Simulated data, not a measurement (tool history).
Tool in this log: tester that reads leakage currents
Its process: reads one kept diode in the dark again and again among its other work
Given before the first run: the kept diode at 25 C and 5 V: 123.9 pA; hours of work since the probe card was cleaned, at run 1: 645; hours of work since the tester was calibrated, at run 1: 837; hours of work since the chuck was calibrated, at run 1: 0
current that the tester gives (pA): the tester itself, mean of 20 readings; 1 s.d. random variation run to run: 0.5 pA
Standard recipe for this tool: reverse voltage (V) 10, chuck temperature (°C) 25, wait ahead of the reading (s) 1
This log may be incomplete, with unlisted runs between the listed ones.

run,hour,reverse voltage (V),chuck temperature (°C),wait ahead of the reading (s),hours of work since the probe card was cleaned,hours of work since the tester was calibrated,hours of work since the chuck was calibrated,current that the tester gives (pA)
1,0,10,25,1,645,837,0,168.69
2,188.3,10,25,1,725,918,81,171.06
3,336.4,10,25,1,789,982,144,171.75
4,540.7,10,32,1,877,1069,232,312.51
5,765.3,10,32,1,973,1166,328,316.35
6,929.2,10,32,8.9,1043,1236,399,317.27
# hour 1027: probe card cleaned and baked
7,1051.2,3.1,25,1,10,1287,450,111.26
8,1195.3,3.1,28,1,72,1349,512,144.94
9,1295.1,3.1,28,0.52,115,1392,555,146.85
10,1422,3.1,28,0.52,170,1446,609,146.84
11,1548,3.1,28,0.52,224,1500,663,148.87
12,1737.4,10,25,2.09,305,1582,744,184.2
13,1952,10,25,1,397,1674,836,187.15
14,2129.4,2.1,25,1,473,1750,913,102.14
15,2228.8,2.1,25,1,516,1792,955,102.67
16,2341.7,2.1,25,1,564,1841,1004,102.69
17,2490.3,10,25,1,628,1905,1067,194.16
18,2650.8,10,25,1,697,1974,1136,196.44
19,2803,10,25,1,762,2039,1202,196.47
20,2900.3,10,25,1,804,2081,1243,197.88
# hour 3003.7: tester calibrated
21,3003.7,1.6,25,1.29,847,0,1287,93.67
22,3226.2,5.9,25,1.29,943,95,1382,160.45
# hour 3239.3: chuck's temperature calibrated
23,3345.6,10,41,5.04,993,146,46,730.12
24,3473.8,15.3,41,0.53,1048,201,101,880.73
# hour 3551.1: probe card cleaned and baked
25,3629.3,15.3,41,0.53,34,266,166,887.45
26,3808.9,4.2,24,0.43,111,343,243,136.42
27,3990,3.7,29,2.25,188,421,321,197.52
28,4146.8,3.3,29,3.43,256,488,388,188.82
29,4362.3,3.3,29,3.43,348,581,481,191.81
# hour 4429.5: chuck's temperature calibrated, once more
30,4580.5,3.3,29,3.43,441,674,65,150.06
31,4718,3.3,48,7.3,500,733,124,688.99
32,4840.5,13.4,48,9.42,552,785,176,1202.26
33,4986.8,10,25,0.77,615,848,239,171.63
34,5174,10,58,2.43,696,928,319,2257.1
35,5378.3,2.2,50,3.22,783,1016,407,707.41
36,5537.3,2.2,50,3.22,852,1084,475,711.69
37,5663,2.9,27,0.72,905,1138,529,129.62
38,5779.1,2.9,36,5.38,955,1188,579,271.76
39,5904.5,2.9,36,5.38,1009,1242,633,274.22
40,6063.6,3.8,45,2.02,1077,1310,701,619.62

Some steps in current that the tester gives (pA), run to run, broken into two amounts with sign: the step expected even without the hidden condition (settings, incoming material, random variation), and the rest, left for the hidden condition together with whatever gauge scatter is not in both the measured and the hidden-condition-free result:
What the log doesn't record here: stray current of the dirty probe card, pA a volt; current scale over the true one, %; true chuck temperature over the reading, C; drift of the gauge itself on leakage_pa, %.
Run 22 -> 23: reverse voltage (V) 5.9 -> 10, chuck temperature (°C) 25 -> 41, wait ahead of the reading (s) 1.29 -> 5.04, chuck's temperature calibrated. current that the tester gives (pA) +569.67: hidden state +96.51, all else +473.16.
Run 25 -> 26: reverse voltage (V) 15.3 -> 4.2, chuck temperature (°C) 41 -> 24, wait ahead of the reading (s) 0.53 -> 0.43. current that the tester gives (pA) -751.03: hidden state -128.35, all else -622.68.
Run 32 -> 33: reverse voltage (V) 13.4 -> 10, chuck temperature (°C) 48 -> 25, wait ahead of the reading (s) 9.42 -> 0.77. current that the tester gives (pA) -1030.63: hidden state -17.83, all else -1012.8.
Run 33 -> 34: chuck temperature (°C) 25 -> 58, wait ahead of the reading (s) 0.77 -> 2.43. current that the tester gives (pA) +2085.47: hidden state +69.84, all else +2015.63.
Run 34 -> 35: reverse voltage (V) 10 -> 2.2, chuck temperature (°C) 58 -> 50, wait ahead of the reading (s) 2.43 -> 3.22. current that the tester gives (pA) -1549.69: hidden state -45.04, all else -1504.65.
